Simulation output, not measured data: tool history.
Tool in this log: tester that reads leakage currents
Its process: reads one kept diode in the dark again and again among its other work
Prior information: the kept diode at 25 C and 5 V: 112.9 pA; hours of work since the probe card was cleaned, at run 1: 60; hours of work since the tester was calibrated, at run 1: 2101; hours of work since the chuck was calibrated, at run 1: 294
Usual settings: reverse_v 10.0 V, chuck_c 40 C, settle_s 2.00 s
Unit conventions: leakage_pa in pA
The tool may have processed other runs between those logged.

| run | hour | reverse_v | chuck_c | settle_s | hours of work since the probe card was cleaned | hours of work since the tester was calibrated | hours of work since the chuck was calibrated | leakage_pa |
|---|---|---|---|---|---|---|---|---|
| 1 | 0.0 | 10.0 | 40 | 2.00 | 60 | 2101 | 294 | 504.21 |
|  | 165.9 | tester calibrated |
| 2 | 189.6 | 10.0 | 40 | 2.00 | 209 | 19 | 442 | 507.68 |
| 3 | 419.7 | 10.0 | 40 | 2.00 | 391 | 201 | 624 | 501.19 |
| 4 | 562.5 | 10.0 | 40 | 2.00 | 503 | 314 | 737 | 500.42 |
| 5 | 801.9 | 3.6 | 40 | 2.00 | 693 | 503 | 927 | 296.42 |
| 6 | 1006.5 | 3.6 | 40 | 2.00 | 855 | 665 | 1088 | 297.36 |
| 7 | 1262.1 | 3.6 | 40 | 2.00 | 1057 | 867 | 1290 | 292.62 |
| 8 | 1433.7 | 3.6 | 40 | 2.00 | 1192 | 1002 | 1426 | 288.56 |
| 9 | 1606.4 | 3.6 | 40 | 2.00 | 1329 | 1139 | 1563 | 288.87 |
|  | 1646.5 | probe card cleaned and baked |
|  | 1684.3 | chuck's temperature calibrated |
| 10 | 1769.9 | 3.6 | 40 | 0.98 | 96 | 1264 | 68 | 314.63 |
| 11 | 1998.7 | 10.0 | 29 | 2.00 | 277 | 1445 | 249 | 219.39 |
| 12 | 2260.5 | 10.0 | 29 | 2.00 | 484 | 1652 | 456 | 219.35 |
| 13 | 2407.2 | 10.0 | 29 | 2.00 | 600 | 1768 | 572 | 218.01 |
| 14 | 2595.3 | 10.0 | 29 | 2.00 | 749 | 1917 | 720 | 218.13 |
| 15 | 2751.7 | 10.0 | 29 | 2.00 | 872 | 2041 | 844 | 215.84 |
| 16 | 2980.7 | 10.0 | 40 | 0.82 | 1053 | 2222 | 1025 | 492.12 |
|  | 3002.0 | tester calibrated |
| 17 | 3154.5 | 3.3 | 22 | 0.41 | 1189 | 121 | 1161 | 74.17 |
|  | 3361.2 | probe card cleaned and baked |
| 18 | 3361.2 | 3.3 | 21 | 1.58 | 0 | 282 | 1322 | 59.93 |
| 19 | 3533.6 | 3.3 | 21 | 1.58 | 136 | 418 | 1458 | 59.93 |
|  | 3729.1 | chuck's temperature calibrated |
| 20 | 3750.4 | 3.3 | 21 | 5.36 | 306 | 588 | 17 | 67.84 |
| 21 | 3944.1 | 1.1 | 43 | 2.50 | 459 | 741 | 170 | 222.10 |
| 22 | 4065.3 | 10.0 | 40 | 3.64 | 555 | 837 | 266 | 520.02 |
| 23 | 4241.0 | 16.7 | 60 | 2.00 | 694 | 976 | 405 | 2689.74 |
| 24 | 4362.4 | 2.0 | 60 | 2.00 | 790 | 1072 | 501 | 955.05 |
| 25 | 4536.9 | 10.0 | 21 | 1.13 | 928 | 1210 | 639 | 123.15 |
| 26 | 4739.7 | 17.3 | 22 | 0.55 | 1088 | 1370 | 799 | 189.06 |
| 27 | 4995.8 | 8.7 | 25 | 0.55 | 1291 | 1573 | 1002 | 157.51 |
|  | 5085.4 | probe card cleaned and baked |
| 28 | 5148.6 | 4.8 | 32 | 0.41 | 50 | 1691 | 1120 | 182.18 |
| 29 | 5382.9 | 3.9 | 25 | 9.00 | 235 | 1876 | 1305 | 91.01 |
| 30 | 5489.7 | 10.0 | 21 | 2.00 | 320 | 1961 | 1390 | 105.99 |
| 31 | 5735.5 | 7.1 | 23 | 2.00 | 514 | 2155 | 1584 | 104.47 |

Take each entry between the runs: how does the hidden state at the last listed run before it differ from the hidden state at the first listed run after it?
Between runs 1 and 2: tester calibrated (hour 165.9)
  stray current of the dirty probe card, pA a volt: 0.103 -> 0.326; current scale over the true one, %: -1.65 -> -0.06; true chuck temperature over the reading, C: -0.25 -> -0.4
  measured less the result without the state, leakage_pa: -17.45 -> -12.86 pA
Between runs 9 and 10: probe card cleaned and baked (hour 1646.5); chuck's temperature calibrated (hour 1684.3)
  stray current of the dirty probe card, pA a volt: 2.041 -> 0.166; current scale over the true one, %: -0.89 -> -0.98; true chuck temperature over the reading, C: -1.51 -> -0.05
  measured less the result without the state, leakage_pa: -29.73 -> -3.69 pA
Between runs 16 and 17: tester calibrated (hour 3002.0)
  stray current of the dirty probe card, pA a volt: 1.553 -> 1.76; current scale over the true one, %: -1.67 -> -0.04; true chuck temperature over the reading, C: -0.97 -> -1.11
  measured less the result without the state, leakage_pa: -29.60 -> -0.76 pA
Between runs 17 and 18: probe card cleaned and baked (hour 3361.2)
  stray current of the dirty probe card, pA a volt: 1.76 -> 0.022; current scale over the true one, %: -0.04 -> -0.15; true chuck temperature over the reading, C: -1.11 -> -1.27
  measured less the result without the state, leakage_pa: -0.76 -> -6.91 pA
Between runs 19 and 20: chuck's temperature calibrated (hour 3729.1)
  stray current of the dirty probe card, pA a volt: 0.223 -> 0.484; current scale over the true one, %: -0.25 -> -0.37; true chuck temperature over the reading, C: -1.39 -> 0.03
  measured less the result without the state, leakage_pa: -6.94 -> +1.48 pA
Between runs 27 and 28: probe card cleaned and baked (hour 5085.4)
  stray current of the dirty probe card, pA a volt: 1.946 -> 0.107; current scale over the true one, %: -1.12 -> -1.2; true chuck temperature over the reading, C: -0.94 -> -1.06
  measured less the result without the state, leakage_pa: +3.80 -> -17.64 pA

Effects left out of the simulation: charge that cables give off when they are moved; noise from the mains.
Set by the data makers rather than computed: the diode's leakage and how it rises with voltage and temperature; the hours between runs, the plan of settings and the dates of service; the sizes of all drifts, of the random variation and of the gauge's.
